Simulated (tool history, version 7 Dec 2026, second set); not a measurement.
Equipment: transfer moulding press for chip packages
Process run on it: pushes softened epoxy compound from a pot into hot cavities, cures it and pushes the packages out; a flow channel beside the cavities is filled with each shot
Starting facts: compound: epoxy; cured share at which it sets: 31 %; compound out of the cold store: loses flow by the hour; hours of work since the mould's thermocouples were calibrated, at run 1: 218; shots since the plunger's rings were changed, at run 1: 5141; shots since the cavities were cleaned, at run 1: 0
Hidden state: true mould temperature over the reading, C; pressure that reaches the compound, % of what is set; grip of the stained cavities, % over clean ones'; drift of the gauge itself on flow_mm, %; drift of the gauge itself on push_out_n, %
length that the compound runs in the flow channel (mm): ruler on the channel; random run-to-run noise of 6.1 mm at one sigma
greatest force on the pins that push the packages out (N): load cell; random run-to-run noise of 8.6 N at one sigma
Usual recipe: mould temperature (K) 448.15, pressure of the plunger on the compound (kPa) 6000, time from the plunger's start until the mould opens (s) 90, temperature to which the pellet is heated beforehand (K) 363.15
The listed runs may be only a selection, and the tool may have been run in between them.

run	day	mould temperature (K)	pressure of the plunger on the compound (kPa)	time from the plunger's start until the mould opens (s)	temperature to which the pellet is heated beforehand (K)	hours of work since the mould's thermocouples were calibrated	shots since the plunger's rings were changed	shots since the cavities were cleaned	incoming compound's hours out of the cold store	length that the compound runs in the flow channel (mm)	greatest force on the pins that push the packages out (N)
1	0.000	448.15	6000	90	363.15	218	5141	0	29.9	647	384
2	1.521	448.15	6000	90	363.15	238	5554	413	10.9	731	404
3	2.696	448.15	6000	90	363.15	253	5873	732	38.7	615	365
# day 3.267: plunger's sealing rings changed
4	3.604	448.15	6000	90	363.15	264	91	949	41.5	610	378
# day 4.392: cavities cleaned with cleaning compound and waxed
5	4.417	448.15	6000	90	363.15	273	295	7	10.3	725	403
6	5.504	448.15	6000	90	363.15	287	590	302	31.7	641	373
7	6.258	448.15	4950	90	363.15	297	795	507	44.6	551	347
8	7.246	445.15	6000	90	363.15	310	1063	775	39.9	636	462
# day 8.692: cavities cleaned with cleaning compound and waxed
9	8.779	448.15	6000	90	356.15	329	1462	23	40.3	622	375
10	9.517	448.15	6000	90	355.15	339	1662	223	27.3	669	403
11	10.571	448.15	6000	90	355.15	352	1949	510	31.8	645	378
12	11.275	448.15	6000	90	363.15	361	2139	700	44.6	594	361
13	12.325	448.15	6000	124	363.15	375	2425	986	27.8	663	286
# day 12.967: cavities cleaned with cleaning compound and waxed
14	13.654	448.15	6000	110	363.15	391	2769	186	9.3	736	302
15	14.888	451.15	6000	110	363.15	407	3104	521	31.6	642	279

Run 16 comes next. What will it give?
16	15.871	448.15	5930	94	363.15	420	3371	788	39.1	?	?

length that the compound runs in the flow channel (mm): 623
greatest force on the pins that push the packages out (N): 335
Were there no unlogged condition in the tool, this run, its random variation unchanged, would have produced length that the compound runs in the flow channel (mm) 623, greatest force on the pins that push the packages out (N) 333.
